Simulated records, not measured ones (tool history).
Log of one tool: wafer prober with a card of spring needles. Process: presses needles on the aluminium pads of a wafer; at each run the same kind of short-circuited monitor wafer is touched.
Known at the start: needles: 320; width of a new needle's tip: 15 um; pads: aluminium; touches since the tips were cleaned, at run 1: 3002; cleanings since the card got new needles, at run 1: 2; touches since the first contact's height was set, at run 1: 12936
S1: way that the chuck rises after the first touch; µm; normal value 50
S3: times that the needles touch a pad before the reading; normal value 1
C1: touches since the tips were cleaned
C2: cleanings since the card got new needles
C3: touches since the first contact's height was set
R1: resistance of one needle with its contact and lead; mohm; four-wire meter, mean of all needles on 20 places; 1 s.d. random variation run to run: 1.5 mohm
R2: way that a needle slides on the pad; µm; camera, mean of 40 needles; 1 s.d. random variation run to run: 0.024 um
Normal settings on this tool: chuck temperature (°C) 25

run 1 hour=0 | S1=50 chuck_temperature_(°C)=25 S3=1 | C1=3002 C2=2 C3=12936 | R1=142 R2=8.3
-- hour=7.2 tips cleaned on abrasive film
run 2 hour=10.1 | S1=50 chuck_temperature_(°C)=25 S3=2 | C1=849 C2=3 C3=15933 | R1=141 R2=8.32
run 3 hour=20.2 | S1=50 chuck_temperature_(°C)=25 S3=2 | C1=3882 C2=3 C3=18966 | R1=143 R2=8.34
-- hour=24.1 tips cleaned on abrasive film
run 4 hour=30.9 | S1=50 chuck_temperature_(°C)=25 S3=1 | C1=2041 C2=4 C3=22164 | R1=140 R2=8.31
run 5 hour=38.6 | S1=50 chuck_temperature_(°C)=36 S3=1 | C1=4358 C2=4 C3=24481 | R1=143 R2=8.28
-- hour=41.3 tips cleaned on abrasive film
run 6 hour=49.2 | S1=50 chuck_temperature_(°C)=25 S3=1 | C1=2362 C2=5 C3=27631 | R1=141 R2=8.24
run 7 hour=55.7 | S1=50 chuck_temperature_(°C)=25 S3=1 | C1=4308 C2=5 C3=29577 | R1=140 R2=8.3
-- hour=58.5 tips cleaned on abrasive film
run 8 hour=61.1 | S1=36 chuck_temperature_(°C)=25 S3=1 | C1=782 C2=6 C3=31183 | R1=145 R2=5.92
run 9 hour=66.1 | S1=36 chuck_temperature_(°C)=25 S3=1 | C1=2297 C2=6 C3=32698 | R1=143 R2=5.97
-- hour=75.2 tips cleaned on abrasive film
run 10 hour=75.2 | S1=60 chuck_temperature_(°C)=25 S3=1 | C1=0 C2=7 C3=35379 | R1=142 R2=9.87
run 11 hour=81.3 | S1=60 chuck_temperature_(°C)=25 S3=1 | C1=1848 C2=7 C3=37227 | R1=138 R2=9.86
run 12 hour=88.7 | S1=60 chuck_temperature_(°C)=25 S3=1 | C1=4053 C2=7 C3=39432 | R1=140 R2=9.89
-- hour=92.2 tips cleaned on abrasive film
run 13 hour=97.3 | S1=60 chuck_temperature_(°C)=25 S3=1 | C1=1524 C2=8 C3=41997 | R1=140 R2=9.83
run 14 hour=105.8 | S1=60 chuck_temperature_(°C)=25 S3=1 | C1=4087 C2=8 C3=44560 | R1=139 R2=9.86
-- hour=109.1 tips cleaned on abrasive film
run 15 hour=110.7 | S1=60 chuck_temperature_(°C)=25 S3=1 | C1=466 C2=9 C3=45994 | R1=139 R2=9.81
run 16 hour=115.9 | S1=42 chuck_temperature_(°C)=80 S3=1 | C1=2034 C2=9 C3=47562 | R1=151 R2=6.84
run 17 hour=124.1 | S1=50 chuck_temperature_(°C)=42 S3=3 | C1=4504 C2=9 C3=50032 | R1=145 R2=8.16
-- hour=126.1 tips cleaned on abrasive film
run 18 hour=135.5 | S1=47 chuck_temperature_(°C)=122 S3=3 | C1=2836 C2=10 C3=53430 | R1=159 R2=7.67
-- hour=142.8 tips cleaned on abrasive film
run 19 hour=144.4 | S1=38 chuck_temperature_(°C)=90 S3=2 | C1=468 C2=11 C3=56055 | R1=155 R2=6.21
run 20 hour=150.2 | S1=50 chuck_temperature_(°C)=58 S3=1 | C1=2223 C2=11 C3=57810 | R1=146 R2=8.15
run 21 hour=154.9 | S1=32 chuck_temperature_(°C)=55 S3=1 | C1=3645 C2=11 C3=59232 | R1=152 R2=5.22
-- hour=159.6 tips cleaned on abrasive film
run 22 hour=165.2 | S1=32 chuck_temperature_(°C)=123 S3=1 | C1=1662 C2=12 C3=62281 | R1=164 R2=5.22

The next listed run, before its measurement:
run 23 hour=170.3 | S1=32 chuck_temperature_(°C)=123 S3=1 | C1=3217 C2=12 C3=63836 | R1=? R2=?

{"run 23": {"R1": 169, "R2": 5.19}}
Without the tool's hidden state the same run would have given R1 168 mohm, R2 5.3 µm.
